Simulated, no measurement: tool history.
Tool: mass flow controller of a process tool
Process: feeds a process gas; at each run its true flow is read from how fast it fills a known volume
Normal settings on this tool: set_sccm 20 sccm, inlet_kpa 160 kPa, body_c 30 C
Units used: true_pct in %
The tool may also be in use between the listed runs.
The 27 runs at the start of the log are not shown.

Run 28, day 105.400: usual settings but set_sccm 6 sccm, inlet_kpa 146 kPa. Result: true_pct 97.22 %.
Run 29, day 110.229: usual settings but set_sccm 9 sccm, inlet_kpa 150 kPa, body_c 32 C. Result: true_pct 97.73 %.
Run 30, day 114.808: usual settings but set_sccm 9 sccm, inlet_kpa 159 kPa, body_c 21 C. Result: true_pct 96.67 %.
Run 31, day 118.675: usual settings but set_sccm 8 sccm, inlet_kpa 236 kPa, body_c 25 C. Result: true_pct 97.42 %.
Run 32, day 122.379: usual settings but set_sccm 8 sccm, inlet_kpa 236 kPa, body_c 25 C. Result: true_pct 97.39 %.
Run 33, day 125.754: usual settings but set_sccm 8 sccm, inlet_kpa 236 kPa, body_c 25 C. Result: true_pct 97.50 %.
Run 34, day 130.533: usual settings but set_sccm 11 sccm, inlet_kpa 197 kPa, body_c 37 C. Result: true_pct 98.54 %.
Run 35, day 134.571: usual settings but set_sccm 18 sccm, inlet_kpa 159 kPa, body_c 20 C. Result: true_pct 97.22 %.
Run 36, day 138.879: usual settings but inlet_kpa 152 kPa. Result: true_pct 98.12 %.
Run 37, day 143.217: usual settings but set_sccm 10 sccm, body_c 22 C. Result: true_pct 96.93 %.
Run 38, day 147.788: usual settings but set_sccm 6 sccm, inlet_kpa 149 kPa, body_c 37 C. Result: true_pct 97.82 %.
Run 39, day 150.183: usual settings but inlet_kpa 200 kPa, body_c 29 C. Result: true_pct 98.25 %.
Run 40, day 154.146: usual settings but set_sccm 50 sccm, inlet_kpa 200 kPa, body_c 34 C. Result: true_pct 100.76 %.
Run 41, day 159.117: usual settings but set_sccm 10 sccm, inlet_kpa 172 kPa, body_c 34 C. Result: true_pct 97.92 %.
Run 42, day 161.354: usual settings but set_sccm 34 sccm, inlet_kpa 171 kPa, body_c 34 C. Result: true_pct 99.66 %.
Run 43, day 166.088: usual settings but inlet_kpa 266 kPa, body_c 33 C. Result: true_pct 99.11 %.
Run 44, day 171.142: usual settings but inlet_kpa 155 kPa, body_c 33 C. Result: true_pct 98.38 %.
Run 45, day 176.258: usual settings but set_sccm 6 sccm. Result: true_pct 97.19 %.
Run 46, day 181.462: usual settings but set_sccm 6 sccm, body_c 39 C. Result: true_pct 98.02 %.
Run 47, day 185.525: usual settings but set_sccm 5 sccm, inlet_kpa 260 kPa, body_c 28 C. Result: true_pct 97.65 %.
Run 48, day 190.496: usual settings but set_sccm 9 sccm, inlet_kpa 224 kPa, body_c 28 C. Result: true_pct 97.67 %.

Alternative continuations, all from the tool just after run 48; predict every row:
Run A, day 193.438: usual settings but set_sccm 9 sccm, inlet_kpa 240 kPa, body_c 23 C. Result: true_pct ?.
Run B, day 193.438: usual settings but set_sccm 9 sccm, inlet_kpa 271 kPa, body_c 21 C. Result: true_pct ?.
Run C, day 193.438: usual settings but set_sccm 14 sccm, inlet_kpa 226 kPa. Result: true_pct ?.
Run D, day 193.438: usual settings but set_sccm 13 sccm, inlet_kpa 191 kPa, body_c 24 C. Result: true_pct ?.
Run E, day 193.438: usual settings but set_sccm 34 sccm, body_c 23 C. Result: true_pct ?.

run  true_pct
  A     97.27
  B     97.47
  C     98.29
  D     97.31
  E     98.70
Had the tool no hidden state, the same runs would have come out as:
run  true_pct
  A     97.28
  B     97.49
  C     98.28
  D     97.31
  E     98.67
